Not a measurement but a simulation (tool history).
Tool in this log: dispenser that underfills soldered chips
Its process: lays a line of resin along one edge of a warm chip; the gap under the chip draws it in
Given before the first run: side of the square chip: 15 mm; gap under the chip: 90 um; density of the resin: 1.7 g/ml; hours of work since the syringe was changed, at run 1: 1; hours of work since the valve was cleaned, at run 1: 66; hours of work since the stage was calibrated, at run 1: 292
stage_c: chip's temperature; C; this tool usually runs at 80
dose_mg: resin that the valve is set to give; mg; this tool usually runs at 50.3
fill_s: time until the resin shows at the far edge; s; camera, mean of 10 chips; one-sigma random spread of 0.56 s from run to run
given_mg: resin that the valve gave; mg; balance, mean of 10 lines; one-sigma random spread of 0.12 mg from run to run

run	day	stage_c	dose_mg	hours of work since the syringe was changed	hours of work since the valve was cleaned	hours of work since the stage was calibrated	fill_s	given_mg
1	0.000	80	50.3	1	66	292	46.7	49.11
# day 0.354: new syringe of resin
2	0.458	80	50.3	2	74	299	49.1	48.94
# day 0.742: new syringe of resin
3	0.775	80	50.3	1	79	305	44.7	48.86
# day 1.133: new syringe of resin
4	1.133	80	50.3	0	85	311	42.8	48.71
# day 1.517: new syringe of resin
5	1.725	80	50.3	4	95	321	55.7	48.68
# day 1.904: new syringe of resin
6	2.158	80	50.3	4	102	328	59.2	48.20
# day 2.233: dispensing valve cleaned and set on the balance
# day 2.375: new syringe of resin
7	2.712	87	50.3	6	8	337	46.9	50.15
# day 2.758: new syringe of resin
8	2.983	80	50.3	4	13	341	55.8	50.12
# day 3.158: new syringe of resin
9	3.358	88	50.3	3	19	348	36.1	49.76
# day 3.550: new syringe of resin
10	3.700	88	50.3	3	25	353	35.0	49.74
# day 3.933: new syringe of resin
11	4.067	88	50.3	2	31	360	33.5	49.50
# day 4.338: new syringe of resin
12	4.458	88	50.3	2	38	366	32.1	49.56
# day 4.721: new syringe of resin
13	4.804	83	43.9	1	43	372	40.7	43.16
# day 5.104: new syringe of resin
14	5.104	83	43.9	0	48	377	38.1	43.11
# day 5.525: new syringe of resin
15	5.683	84	61.3	3	58	387	41.8	59.73
# day 5.929: new syringe of resin
# day 6.025: stage's temperature calibrated
16	6.033	90	46.3	1	63	0	31.0	45.15
# day 6.362: new syringe of resin
17	6.429	90	63.1	1	70	7	30.7	61.25
# day 6.742: new syringe of resin
18	6.792	90	63.1	1	76	13	29.3	61.49
# day 7.125: new syringe of resin
19	7.129	81	60.8	0	82	19	42.5	58.58
20	7.379	81	60.8	4	86	23	58.0	58.51
# day 7.512: new syringe of resin
# day 7.892: new syringe of resin
21	7.917	81	60.8	0	95	32	44.5	58.45
# day 8.292: new syringe of resin
22	8.342	70	63.2	1	102	39	81.6	60.51

3 ways to go on from here, each from the tool as it stands after run 22. What would each give?
# day 8.433: dispensing valve cleaned and set on the balance
A	8.679	65	63.2	6	4	44	?	?
# day 8.433: dispensing valve cleaned and set on the balance
B	8.679	70	53.9	6	4	44	?	?
# day 8.433: dispensing valve cleaned and set on the balance
C	8.679	70	44.6	6	4	44	?	?

run	fill_s	given_mg
A	153.1	62.88
B	114.9	53.67
C	120.7	44.44
Take away the tool's hidden state, keep each run's random variation, and the runs would have read:
run	fill_s	given_mg
A	102.2	63.13
B	76.3	53.88
C	80.3	44.62

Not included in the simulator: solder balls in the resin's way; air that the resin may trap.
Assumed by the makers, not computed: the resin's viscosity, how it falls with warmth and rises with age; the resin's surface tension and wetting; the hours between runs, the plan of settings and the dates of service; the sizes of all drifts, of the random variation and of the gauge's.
